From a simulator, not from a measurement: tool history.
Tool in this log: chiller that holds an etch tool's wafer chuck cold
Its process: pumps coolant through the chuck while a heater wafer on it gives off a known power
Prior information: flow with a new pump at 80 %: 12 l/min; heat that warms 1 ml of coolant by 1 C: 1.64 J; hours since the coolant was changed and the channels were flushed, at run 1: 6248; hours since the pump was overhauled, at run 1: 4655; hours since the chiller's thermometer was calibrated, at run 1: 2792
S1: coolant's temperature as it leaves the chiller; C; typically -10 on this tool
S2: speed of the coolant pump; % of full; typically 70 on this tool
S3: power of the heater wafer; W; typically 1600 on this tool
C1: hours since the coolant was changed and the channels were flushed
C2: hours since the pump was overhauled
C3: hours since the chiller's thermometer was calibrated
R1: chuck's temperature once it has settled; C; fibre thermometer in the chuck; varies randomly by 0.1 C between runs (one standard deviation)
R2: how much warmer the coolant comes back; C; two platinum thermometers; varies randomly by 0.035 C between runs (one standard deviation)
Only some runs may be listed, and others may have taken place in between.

run 1 day=0 | S1=-10 S2=70 S3=1600 | C1=6248 C2=4655 C3=2792 | R1=9.3 R2=6.03
run 2 day=3.45 | S1=-10 S2=95 S3=1600 | C1=6331 C2=4738 C3=2875 | R1=5.4 R2=4.33
run 3 day=6.092 | S1=-10 S2=95 S3=1600 | C1=6394 C2=4801 C3=2938 | R1=5.3 R2=4.25
run 4 day=10.396 | S1=-10 S2=91 S3=1600 | C1=6498 C2=4904 C3=3042 | R1=6 R2=4.52
-- day=13.5 coolant changed, channels flushed
run 5 day=14.988 | S1=-10 S2=91 S3=1600 | C1=36 C2=5009 C3=3146 | R1=4 R2=4.51
run 6 day=18.208 | S1=-10 S2=70 S3=1600 | C1=113 C2=5086 C3=3223 | R1=6.9 R2=6.03
run 7 day=20.483 | S1=-10 S2=70 S3=2092 | C1=168 C2=5141 C3=3278 | R1=12.4 R2=8
run 8 day=22.821 | S1=-5 S2=70 S3=1600 | C1=224 C2=5197 C3=3334 | R1=12 R2=6.05
run 9 day=25.375 | S1=-5 S2=70 S3=1600 | C1=285 C2=5258 C3=3395 | R1=12.2 R2=6.01
run 10 day=28.662 | S1=-5 S2=70 S3=1600 | C1=364 C2=5337 C3=3474 | R1=12.2 R2=6.11
run 11 day=31.604 | S1=-5 S2=70 S3=1600 | C1=434 C2=5407 C3=3545 | R1=12.1 R2=6.14
run 12 day=36.558 | S1=-10 S2=70 S3=936 | C1=553 C2=5526 C3=3664 | R1=0.1 R2=3.58
run 13 day=39.367 | S1=-10 S2=70 S3=936 | C1=621 C2=5594 C3=3731 | R1=0.3 R2=3.62
run 14 day=44.154 | S1=-10 S2=70 S3=936 | C1=736 C2=5709 C3=3846 | R1=0.2 R2=3.58
run 15 day=46.425 | S1=-5 S2=70 S3=1600 | C1=790 C2=5763 C3=3901 | R1=12.5 R2=6.12
run 16 day=50.717 | S1=-5 S2=70 S3=1828 | C1=893 C2=5866 C3=4004 | R1=15.1 R2=7.02
run 17 day=55.346 | S1=-5 S2=94 S3=1828 | C1=1004 C2=5977 C3=4115 | R1=11 R2=5.04
run 18 day=59.621 | S1=0 S2=81 S3=1600 | C1=1107 C2=6080 C3=4217 | R1=15.7 R2=5.27
run 19 day=62.592 | S1=-8 S2=87 S3=1600 | C1=1178 C2=6151 C3=4289 | R1=7 R2=4.85
run 20 day=65.983 | S1=-2 S2=77 S3=1068 | C1=1260 C2=6232 C3=4370 | R1=9.2 R2=3.73
run 21 day=70.45 | S1=-2 S2=77 S3=1068 | C1=1367 C2=6340 C3=4477 | R1=9.2 R2=3.74
run 22 day=74.617 | S1=-2 S2=89 S3=1037 | C1=1467 C2=6440 C3=4577 | R1=7.7 R2=3.08
run 23 day=78.238 | S1=-2 S2=89 S3=1037 | C1=1554 C2=6527 C3=4664 | R1=7.7 R2=3.03
run 24 day=82.129 | S1=-1 S2=90 S3=1895 | C1=1647 C2=6620 C3=4757 | R1=16.4 R2=5.54
run 25 day=87.171 | S1=-15 S2=99 S3=1140 | C1=1768 C2=6741 C3=4878 | R1=-5.1 R2=3
run 26 day=89.962 | S1=-18 S2=70 S3=1283 | C1=1835 C2=6808 C3=4945 | R1=-3.5 R2=5.01
run 27 day=93.046 | S1=-18 S2=70 S3=1283 | C1=1909 C2=6882 C3=5019 | R1=-3.4 R2=4.97
run 28 day=97.75 | S1=-18 S2=70 S3=1283 | C1=2022 C2=6995 C3=5132 | R1=-3.4 R2=5.02
run 29 day=100.992 | S1=-18 S2=91 S3=1566 | C1=2100 C2=7073 C3=5210 | R1=-3.3 R2=4.59
run 30 day=105.071 | S1=-5 S2=63 S3=809 | C1=2198 C2=7171 C3=5308 | R1=5.3 R2=3.56
run 31 day=107.412 | S1=-5 S2=63 S3=809 | C1=2254 C2=7227 C3=5364 | R1=5.3 R2=3.66
run 32 day=111.162 | S1=-8 S2=70 S3=1805 | C1=2344 C2=7317 C3=5454 | R1=12.7 R2=7.09
run 33 day=113.754 | S1=-6 S2=61 S3=1805 | C1=2406 C2=7379 C3=5516 | R1=17 R2=8.33

For each entry between runs, how does the tool's hidden state at the last listed run before it compare with that at the first listed run after it?
Logged between run 4 and run 5: coolant changed, channels flushed (day 13.5)
  heat passed by the chuck's channels, % of clean ones': 83.6 -> 99.2; flow at a given pump speed, % of a new pump's: 93.7 -> 93.5; coolant's true temperature over the reading, C: 0.15 -> 0.16
  measured less the result without the state, R1: +3 -> +0.9 C; R2: +0.29 -> +0.29 C
